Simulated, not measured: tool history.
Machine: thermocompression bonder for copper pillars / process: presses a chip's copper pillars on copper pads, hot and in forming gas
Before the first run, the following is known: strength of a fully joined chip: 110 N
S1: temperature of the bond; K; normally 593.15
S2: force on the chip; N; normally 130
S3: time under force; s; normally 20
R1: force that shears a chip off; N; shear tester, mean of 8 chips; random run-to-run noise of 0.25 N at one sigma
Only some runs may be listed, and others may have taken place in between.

run 1 hour=0.0 | S1=593.15 S2=130 S3=20 | R1=39.8
run 2 hour=35.6 | S1=593.15 S2=130 S3=20 | R1=40.0
run 3 hour=84.1 | S1=593.15 S2=130 S3=20 | R1=39.9
run 4 hour=121.6 | S1=593.15 S2=83 S3=20 | R1=23.8
run 5 hour=151.6 | S1=593.15 S2=83 S3=20 | R1=23.5
run 6 hour=191.1 | S1=619.15 S2=130 S3=20 | R1=53.6
-- hour=216.2 forming gas filter changed
run 7 hour=235.1 | S1=593.15 S2=130 S3=20 | R1=42.4
run 8 hour=272.9 | S1=593.15 S2=130 S3=20 | R1=42.2
run 9 hour=312.3 | S1=593.15 S2=146 S3=20 | R1=47.9
run 10 hour=335.9 | S1=593.15 S2=130 S3=20 | R1=41.9
run 11 hour=360.7 | S1=593.15 S2=130 S3=20 | R1=41.8
run 12 hour=395.2 | S1=593.15 S2=166 S3=20 | R1=54.2
run 13 hour=434.0 | S1=593.15 S2=130 S3=20 | R1=42.4
run 14 hour=467.2 | S1=586.15 S2=130 S3=20 | R1=38.2
run 15 hour=493.4 | S1=593.15 S2=130 S3=19 | R1=41.3
run 16 hour=542.4 | S1=571.15 S2=130 S3=20 | R1=30.9
run 17 hour=571.6 | S1=614.15 S2=130 S3=20 | R1=53.6
run 18 hour=623.0 | S1=593.15 S2=130 S3=20 | R1=41.8
run 19 hour=644.6 | S1=593.15 S2=130 S3=20 | R1=41.3
run 20 hour=688.9 | S1=593.15 S2=130 S3=20 | R1=41.8
run 21 hour=734.1 | S1=593.15 S2=130 S3=20 | R1=41.6
run 22 hour=759.7 | S1=593.15 S2=130 S3=60 | R1=61.1
run 23 hour=789.8 | S1=593.15 S2=130 S3=60 | R1=61.1
run 24 hour=817.8 | S1=593.15 S2=83 S3=32 | R1=30.1
-- hour=835.0 forming gas filter changed
run 25 hour=852.9 | S1=593.15 S2=83 S3=32 | R1=32.3
run 26 hour=901.8 | S1=574.15 S2=172 S3=32 | R1=55.4
run 27 hour=923.9 | S1=577.15 S2=95 S3=57 | R1=38.3
run 28 hour=972.9 | S1=577.15 S2=95 S3=57 | R1=37.8
-- hour=984.4 force cell calibrated
run 29 hour=1021.8 | S1=577.15 S2=95 S3=57 | R1=35.8
run 30 hour=1066.6 | S1=588.15 S2=93 S3=43 | R1=36.7
run 31 hour=1088.7 | S1=588.15 S2=93 S3=30 | R1=31.8
run 32 hour=1112.9 | S1=588.15 S2=93 S3=30 | R1=31.9
run 33 hour=1136.1 | S1=588.15 S2=93 S3=30 | R1=31.9
run 34 hour=1165.8 | S1=614.15 S2=159 S3=14 | R1=56.8
run 35 hour=1196.9 | S1=614.15 S2=174 S3=14 | R1=62.4
run 36 hour=1233.5 | S1=593.15 S2=130 S3=57 | R1=59.9
run 37 hour=1277.7 | S1=593.15 S2=82 S3=20 | R1=24.8
run 38 hour=1327.4 | S1=576.15 S2=124 S3=43 | R1=42.6
run 39 hour=1376.2 | S1=572.15 S2=115 S3=43 | R1=37.2

Each row is a separate what-if for the run after 39, all from the same tool condition, not one after another. Results?
run A hour=1399.2 | S1=577.15 S2=133 S3=23 | R1=?
run B hour=1399.2 | S1=612.15 S2=111 S3=55 | R1=?
run C hour=1399.2 | S1=569.15 S2=115 S3=43 | R1=?

run=A R1=36.3
run=B R1=62.4
run=C R1=35.5
What these runs would have given with no unlogged condition in the tool:
run=A R1=34.6
run=B R1=61.5
run=C R1=33.7
